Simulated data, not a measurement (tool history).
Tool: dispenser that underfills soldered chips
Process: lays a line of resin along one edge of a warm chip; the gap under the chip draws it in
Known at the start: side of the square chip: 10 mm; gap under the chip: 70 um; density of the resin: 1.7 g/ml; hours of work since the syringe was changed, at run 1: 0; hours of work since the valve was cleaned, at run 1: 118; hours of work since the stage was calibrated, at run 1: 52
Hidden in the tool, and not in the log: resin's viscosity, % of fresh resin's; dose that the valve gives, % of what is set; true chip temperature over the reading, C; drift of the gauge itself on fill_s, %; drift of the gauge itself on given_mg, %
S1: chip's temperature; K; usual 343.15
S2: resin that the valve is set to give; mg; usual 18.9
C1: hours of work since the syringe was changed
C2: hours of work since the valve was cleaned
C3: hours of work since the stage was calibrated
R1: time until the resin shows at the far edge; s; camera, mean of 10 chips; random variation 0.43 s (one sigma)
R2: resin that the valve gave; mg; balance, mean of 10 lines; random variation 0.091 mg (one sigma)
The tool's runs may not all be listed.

run	day	S1	S2	C1	C2	C3	R1	R2
1	0.000	343.15	18.9	0	118	52	33.0	16.98
2	0.200	343.15	18.9	4	121	56	36.2	16.82
3	0.362	343.15	16.7	6	123	58	40.3	14.82
# day 0.508: new syringe of resin
4	0.542	343.15	16.7	1	126	61	32.0	14.92
5	0.712	343.15	18.9	3	129	64	33.6	16.76
6	0.925	343.15	17.2	7	132	67	39.5	15.20
7	1.017	350.15	18.6	8	134	68	30.8	16.40
# day 1.054: new syringe of resin
8	1.225	349.15	19.2	3	137	71	27.4	16.85
9	1.404	354.15	17.4	6	139	74	24.8	15.20
# day 1.492: dispensing valve cleaned and set on the balance
# day 1.633: new syringe of resin
10	1.646	354.15	22.9	0	2	77	20.2	23.24
11	1.817	343.15	17.4	3	5	80	34.7	17.54

Forecast each of these 5 alternatives for the next run:
A	2.021	343.15	17.3	6	8	83	?	?
B	2.021	331.15	23.9	6	8	83	?	?
C	2.021	346.15	16.7	6	8	83	?	?
D	2.021	342.15	17.8	6	8	83	?	?
E	2.021	346.15	18.9	6	8	83	?	?

run	R1	R2
A	39.4	17.31
B	64.2	23.73
C	35.5	16.60
D	39.1	17.72
E	34.0	18.78
Without the tool's hidden state the same runs would have given:
run	R1	R2
A	31.4	17.36
B	51.1	23.81
C	28.3	16.66
D	30.9	17.78
E	27.0	18.84
